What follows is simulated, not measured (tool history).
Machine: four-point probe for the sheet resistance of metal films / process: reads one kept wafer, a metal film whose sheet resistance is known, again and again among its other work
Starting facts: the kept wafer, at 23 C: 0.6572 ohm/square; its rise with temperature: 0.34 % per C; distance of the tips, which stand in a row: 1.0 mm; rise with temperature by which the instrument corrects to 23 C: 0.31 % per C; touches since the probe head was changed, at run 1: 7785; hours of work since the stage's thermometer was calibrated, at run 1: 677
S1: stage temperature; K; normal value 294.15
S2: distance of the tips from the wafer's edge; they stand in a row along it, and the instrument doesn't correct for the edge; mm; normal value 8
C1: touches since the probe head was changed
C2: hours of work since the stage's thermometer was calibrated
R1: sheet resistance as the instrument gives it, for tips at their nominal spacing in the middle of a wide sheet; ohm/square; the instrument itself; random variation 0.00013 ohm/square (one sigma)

Run 1, hour 0: usual settings; C1 7785; C2 677. Result: R1 0.664261 ohm/square.
Run 2, hour 20: usual settings but S1 304.15 K; C1 8240; C2 686. Result: R1 0.665921 ohm/square.
Run 3, hour 36.9: usual settings but S1 304.15 K; C1 8626; C2 694. Result: R1 0.666004 ohm/square.
Run 4, hour 56.7: usual settings but S2 44 mm; C1 9077; C2 703. Result: R1 0.658711 ohm/square.
Run 5, hour 86.3: usual settings but S2 4 mm; C1 9753; C2 716. Result: R1 0.68033 ohm/square.
Run 6, hour 108.9: usual settings but S2 4 mm; C1 10269; C2 726. Result: R1 0.680243 ohm/square.
Run 7, hour 142.3: usual settings but S2 4 mm; C1 11031; C2 742. Result: R1 0.680201 ohm/square.
Run 8, hour 173.7: usual settings but S1 307.15 K, S2 4 mm; C1 11747; C2 756. Result: R1 0.682343 ohm/square.
Run 9, hour 198.8: usual settings; C1 12319; C2 767. Result: R1 0.664408 ohm/square.
Run 10, hour 227.6: usual settings; C1 12976; C2 780. Result: R1 0.664387 ohm/square.
Run 11, hour 265.6: usual settings; C1 13841; C2 797. Result: R1 0.664239 ohm/square.
Run 12, hour 283.1: usual settings but S1 291.15 K; C1 14240; C2 805. Result: R1 0.663975 ohm/square.
Run 13, hour 312: usual settings but S1 291.15 K; C1 14901; C2 818. Result: R1 0.663728 ohm/square.
Run 14, hour 332.9: usual settings but S1 291.15 K; C1 15377; C2 827. Result: R1 0.663546 ohm/square.
Run 15, hour 362: usual settings but S1 291.15 K; C1 16040; C2 840. Result: R1 0.663679 ohm/square.
Run 16, hour 377.6: usual settings but S1 291.15 K; C1 16397; C2 847. Result: R1 0.663694 ohm/square.
Run 17, hour 394.1: usual settings but S1 291.15 K; C1 16771; C2 855. Result: R1 0.663819 ohm/square.
Run 18, hour 418.7: usual settings but S1 304.15 K; C1 17333; C2 866. Result: R1 0.665857 ohm/square.
Run 19, hour 455.3: usual settings but S1 304.15 K; C1 18168; C2 882. Result: R1 0.665941 ohm/square.
Run 20, hour 474.8: usual settings but S1 304.15 K; C1 18613; C2 891. Result: R1 0.666024 ohm/square.
Run 21, hour 504.8: usual settings but S1 304.15 K; C1 19296; C2 905. Result: R1 0.666211 ohm/square.
Run 22, hour 533.4: usual settings but S1 298.15 K; C1 19949; C2 918. Result: R1 0.665146 ohm/square.
Run 23, hour 551.6: usual settings but S1 301.15 K, S2 11 mm; C1 20365; C2 926. Result: R1 0.662771 ohm/square.
Run 24, hour 582.2: usual settings but S1 295.15 K, S2 71 mm; C1 21062; C2 940. Result: R1 0.659069 ohm/square.
Run 25, hour 610.8: usual settings but S1 295.15 K, S2 71 mm; C1 21713; C2 952. Result: R1 0.658948 ohm/square.
Run 26, hour 637.4: usual settings but S1 296.15 K, S2 6 mm; C1 22321; C2 964. Result: R1 0.668748 ohm/square.
Run 27, hour 656.3: usual settings but S1 296.15 K, S2 6 mm; C1 22752; C2 973. Result: R1 0.668836 ohm/square.
Run 28, hour 674.9: usual settings but S1 296.15 K, S2 6 mm; C1 23176; C2 981. Result: R1 0.66885 ohm/square.
Run 29, hour 705.9: usual settings but S1 296.15 K, S2 6 mm; C1 23883; C2 995. Result: R1 0.668749 ohm/square.
Run 30, hour 738.1: usual settings but S1 296.15 K, S2 6 mm; C1 24617; C2 1010. Result: R1 0.668757 ohm/square.
Run 31, hour 762.6: usual settings but S1 296.15 K, S2 6 mm; C1 25175; C2 1021. Result: R1 0.668743 ohm/square.
Run 32, hour 791.1: usual settings but S1 296.15 K, S2 6 mm; C1 25826; C2 1034. Result: R1 0.668658 ohm/square.
Run 33, hour 811.1: usual settings but S1 296.15 K, S2 6 mm; C1 26283; C2 1043. Result: R1 0.668752 ohm/square.
Run 34, hour 839.1: usual settings but S1 296.15 K, S2 6 mm; C1 26920; C2 1055. Result: R1 0.668629 ohm/square.
Run 35, hour 871.9: usual settings but S1 296.15 K, S2 6 mm; C1 27668; C2 1070. Result: R1 0.668695 ohm/square.
Run 36, hour 902.8: usual settings but S1 296.15 K, S2 6 mm; C1 28372; C2 1084. Result: R1 0.668635 ohm/square.
Run 37, hour 921.1: usual settings but S1 296.15 K, S2 6 mm; C1 28789; C2 1092. Result: R1 0.66891 ohm/square.
Run 38, hour 952.3: usual settings but S1 296.15 K, S2 11 mm; C1 29501; C2 1106. Result: R1 0.662002 ohm/square.
Run 39, hour 972.8: usual settings but S1 296.15 K, S2 11 mm; C1 29968; C2 1115. Result: R1 0.661972 ohm/square.
Run 40, hour 991.8: usual settings but S1 299.15 K, S2 10 mm; C1 30402; C2 1124. Result: R1 0.663053 ohm/square.
Run 41, hour 1023.7: usual settings but S1 298.15 K, S2 51 mm; C1 31131; C2 1138. Result: R1 0.659324 ohm/square.
Run 42, hour 1052.5: usual settings but S2 23 mm; C1 31786; C2 1151. Result: R1 0.659249 ohm/square.
Run 43, hour 1078.6: usual settings but S2 23 mm; C1 32381; C2 1163. Result: R1 0.65944 ohm/square.
Run 44, hour 1102.4: usual settings but S2 71 mm; C1 32924; C2 1174. Result: R1 0.658573 ohm/square.

Here are 5 independent what-if runs from the current tool condition. What would each one return?
Run A, hour 1120.8: usual settings but S1 307.15 K; C1 33344; C2 1182. Result: R1 ?.
Run B, hour 1120.8: usual settings but S1 306.15 K, S2 41 mm; C1 33344; C2 1182. Result: R1 ?.
Run C, hour 1120.8: usual settings but S2 6 mm; C1 33344; C2 1182. Result: R1 ?.
Run D, hour 1120.8: usual settings but S1 292.15 K, S2 10 mm; C1 33344; C2 1182. Result: R1 ?.
Run E, hour 1120.8: usual settings but S2 62 mm; C1 33344; C2 1182. Result: R1 ?.

run        R1
  A  0.666375
  B  0.660734
  C   0.66844
  D  0.661933
  E  0.658689
Had the tool no hidden state, the same runs would have come out as:
run        R1
  A  0.664587
  B  0.658958
  C  0.666607
  D  0.660111
  E  0.656882
